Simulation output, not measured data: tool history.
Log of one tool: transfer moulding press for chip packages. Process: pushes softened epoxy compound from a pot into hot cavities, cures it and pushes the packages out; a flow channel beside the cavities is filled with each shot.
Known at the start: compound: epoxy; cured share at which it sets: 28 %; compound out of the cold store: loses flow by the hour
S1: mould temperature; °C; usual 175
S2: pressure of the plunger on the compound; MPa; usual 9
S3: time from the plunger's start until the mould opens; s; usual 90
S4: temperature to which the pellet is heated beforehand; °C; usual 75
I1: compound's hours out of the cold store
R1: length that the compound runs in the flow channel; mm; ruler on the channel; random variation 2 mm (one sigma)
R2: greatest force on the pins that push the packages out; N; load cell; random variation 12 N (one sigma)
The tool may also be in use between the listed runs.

| run | hour | S1 | S2 | S3 | S4 | I1 | R1 | R2 |
|---|---|---|---|---|---|---|---|---|
| 1 | 0 | 175 | 9 | 90 | 75 | 16.4 | 663 | 953 |
|  | 31.6 | cavities cleaned with cleaning compound and waxed |
| 2 | 31.6 | 175 | 9 | 90 | 75 | 19.6 | 646 | 1209 |
| 3 | 61.5 | 175 | 9 | 90 | 75 | 22.5 | 633 | 1181 |
|  | 114.5 | cavities cleaned with cleaning compound and waxed |
| 4 | 114.5 | 175 | 9 | 90 | 75 | 28.5 | 608 | 609 |
| 5 | 154.1 | 175 | 9 | 90 | 75 | 35.5 | 583 | 912 |
|  | 199.4 | cavities cleaned with cleaning compound and waxed |
| 6 | 210.5 | 175 | 9 | 90 | 70 | 31.6 | 592 | 707 |
| 7 | 264.5 | 175 | 9 | 90 | 70 | 13 | 657 | 1054 |
|  | 283 | cavities cleaned with cleaning compound and waxed |
| 8 | 329.7 | 177 | 9 | 90 | 75 | 12 | 651 | 873 |
|  | 353.9 | plunger's sealing rings changed |
|  | 370.6 | cavities cleaned with cleaning compound and waxed |
| 9 | 378.2 | 175 | 9 | 90 | 75 | 19.6 | 665 | 664 |
|  | 385.2 | cavities cleaned with cleaning compound and waxed, once more |
| 10 | 411.8 | 175 | 9 | 90 | 75 | 30.1 | 625 | 805 |
|  | 469.7 | cavities cleaned with cleaning compound and waxed |
| 11 | 478.4 | 175 | 9 | 90 | 82 | 40 | 586 | 647 |
| 12 | 540.1 | 175 | 9 | 90 | 75 | 42.3 | 574 | 1040 |
|  | 551.8 | cavities cleaned with cleaning compound and waxed |
| 13 | 605.9 | 175 | 9 | 90 | 73 | 24.4 | 637 | 1000 |
|  | 637 | cavities cleaned with cleaning compound and waxed |
| 14 | 637 | 175 | 9 | 90 | 75 | 8.5 | 696 | 624 |
|  | 643.7 | mould's thermocouples calibrated |
| 15 | 705.9 | 175 | 9 | 90 | 75 | 39 | 575 | 942 |
|  | 722.3 | cavities cleaned with cleaning compound and waxed |
| 16 | 756 | 175 | 9 | 90 | 75 | 34 | 587 | 833 |
| 17 | 799.3 | 175 | 9 | 90 | 75 | 35.2 | 582 | 1002 |
|  | 804.9 | cavities cleaned with cleaning compound and waxed |
| 18 | 831.6 | 182 | 8.83 | 79 | 75 | 32.1 | 566 | 701 |
| 19 | 876.7 | 178 | 9 | 110 | 75 | 22.4 | 613 | 802 |
|  | 887.3 | cavities cleaned with cleaning compound and waxed |
| 20 | 931.7 | 178 | 9 | 110 | 75 | 47.4 | 528 | 706 |
|  | 971 | cavities cleaned with cleaning compound and waxed |
| 21 | 992 | 175 | 9 | 76 | 75 | 43.4 | 549 | 983 |
|  | 1010.4 | plunger's sealing rings changed |
|  | 1056.5 | cavities cleaned with cleaning compound and waxed |
| 22 | 1063.3 | 181 | 9 | 82 | 75 | 42.6 | 560 | 530 |
| 23 | 1128.1 | 181 | 9 | 82 | 75 | 38 | 575 | 875 |
|  | 1140.2 | cavities cleaned with cleaning compound and waxed |
| 24 | 1170.8 | 176 | 9.44 | 101 | 84 | 27.3 | 634 | 682 |
| 25 | 1214.8 | 176 | 9.44 | 111 | 84 | 34.5 | 611 | 865 |
|  | 1226.7 | cavities cleaned with cleaning compound and waxed |
| 26 | 1279.8 | 168 | 10.03 | 90 | 75 | 43.6 | 618 | 1550 |
|  | 1309.3 | cavities cleaned with cleaning compound and waxed |
| 27 | 1309.7 | 168 | 7.61 | 90 | 75 | 24.4 | 603 | 999 |
| 28 | 1371.7 | 177 | 9 | 90 | 75 | 43.1 | 557 | 876 |

Forecast each of these 3 alternatives for the next run:
|  | 1392 | cavities cleaned with cleaning compound and waxed |
| A | 1403.2 | 177 | 8.18 | 90 | 66 | 24.9 | ? | ? |
|  | 1392 | cavities cleaned with cleaning compound and waxed |
| B | 1403.2 | 176 | 8.68 | 105 | 75 | 33.4 | ? | ? |
|  | 1392 | cavities cleaned with cleaning compound and waxed |
| C | 1403.2 | 175 | 9 | 108 | 75 | 28.1 | ? | ? |

| run | R1 | R2 |
|---|---|---|
| A | 588 | 626 |
| B | 577 | 559 |
| C | 610 | 560 |
Without the tool's hidden state the same runs would have given:
| run | R1 | R2 |
|---|---|---|
| A | 608 | 511 |
| B | 597 | 461 |
| C | 632 | 461 |
